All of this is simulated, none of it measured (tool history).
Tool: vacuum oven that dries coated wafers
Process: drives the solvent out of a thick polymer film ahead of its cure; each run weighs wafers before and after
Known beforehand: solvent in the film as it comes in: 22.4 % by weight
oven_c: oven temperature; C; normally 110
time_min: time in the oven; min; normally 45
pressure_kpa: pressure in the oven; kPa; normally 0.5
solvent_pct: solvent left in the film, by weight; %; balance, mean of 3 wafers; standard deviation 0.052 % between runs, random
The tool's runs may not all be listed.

run,day,oven_c,time_min,pressure_kpa,solvent_pct
1,0,110,45,0.5,1.56
2,2.142,110,45,0.5,1.55
3,3.454,110,45,0.329,1.4
4,5.092,110,45,0.329,1.43
5,6.725,110,45,0.329,1.39
6,8.217,110,45,0.329,1.49
7,10.588,98,45,0.5,4.08
8,12.783,98,45,0.5,3.91
9,15.092,110,45,0.5,1.55
10,16.571,120,24,0.316,2.06
11,18.262,120,38,1.455,1.61
12,19.6,106,38,1.455,3.9
13,21.1,99,50,0.784,3.66
# day 21.383: vacuum gauge cleaned of residue and calibrated
14,23.408,99,50,0.784,3.66
# day 25.212: oven's thermocouples calibrated
15,25.354,110,53,0.51,1.24
16,27.633,103,80,1.7,2.79
17,29.283,110,27,0.363,3.59
18,31.217,110,23,0.771,4.68

Below, some changes in solvent_pct between adjacent runs. For each, the amount present without the hidden state too (settings, incoming material, random variation) and the amount remaining for the hidden state with gauge scatter not shared by both compared results:
Hidden conditions of the tool in this case: true wafer temperature over the reading, C; true pressure over the reading, kPa; drift of the gauge itself on solvent_pct, %.
Run 6 -> 7: oven_c 110 -> 98, pressure_kpa 0.329 -> 0.5. solvent_pct +2.59 %: hidden state +0.04, all else +2.55.
Run 16 -> 17: oven_c 103 -> 110, time_min 80 -> 27, pressure_kpa 1.7 -> 0.363. solvent_pct +0.8 %: hidden state -0.15, all else +0.95.
